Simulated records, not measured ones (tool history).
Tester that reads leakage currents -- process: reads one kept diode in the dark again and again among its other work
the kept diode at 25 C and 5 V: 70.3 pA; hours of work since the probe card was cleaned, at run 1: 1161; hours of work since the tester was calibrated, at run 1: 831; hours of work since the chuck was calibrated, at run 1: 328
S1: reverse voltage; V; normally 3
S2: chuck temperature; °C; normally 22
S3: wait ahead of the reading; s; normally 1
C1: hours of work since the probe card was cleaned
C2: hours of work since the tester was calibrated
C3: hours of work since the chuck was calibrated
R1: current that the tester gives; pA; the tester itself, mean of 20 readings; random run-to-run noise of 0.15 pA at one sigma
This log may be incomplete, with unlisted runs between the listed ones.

run	hour	S1	S2	S3	C1	C2	C3	R1
1	0	3	22	1	1161	831	328	45.9
2	24.8	3	22	1	1174	844	340	45.86
3	71.1	3	22	1	1198	868	364	46.12
4	103.1	3	22	1	1214	884	381	46.02
5	132.2	3	22	1.87	1229	899	396	45.57
6	158.7	3	22	1.87	1243	913	409	45.92
7	190.1	3	22	1.87	1259	929	425	45.59
8	239.4	3	22	1.87	1285	954	451	45.87
9	278.5	3	22	1.87	1305	974	471	45.8
10	310.1	3	22	1	1321	991	487	46.41
11	359.4	1.72	34	4.32	1346	1016	513	97.1
12	388	1.72	34	4.32	1361	1031	527	97.66
13	422.3	3	21	0.57	1379	1049	545	43.32
14	465.9	11.58	27	2.39	1401	1071	568	120.93
15	521.3	3	38	2.25	1430	1099	596	167.03
16	563.6	3	38	2.25	1452	1121	618	167.6
17	598.2	19.55	31	4.3	1469	1139	636	206.83
18	651.5	3	21	1	1497	1167	663	42.96
19	703.6	17.59	45	0.84	1524	1193	690	584.09

Run by run, hidden condition taken away, random variation retained:
The tool's hidden condition here consists of: stray current of the dirty probe card, pA a volt; current scale over the true one, %; true chuck temperature over the reading, C; drift of the gauge itself on leakage_pa, %.
run	R1
1	45.29
2	45.22
3	45.43
4	45.3
5	44.82
6	45.13
7	44.78
8	45
9	44.89
10	45.47
11	95.53
12	96.04
13	42.34
14	117.81
15	163.91
16	164.33
17	201
18	41.73
19	571.22
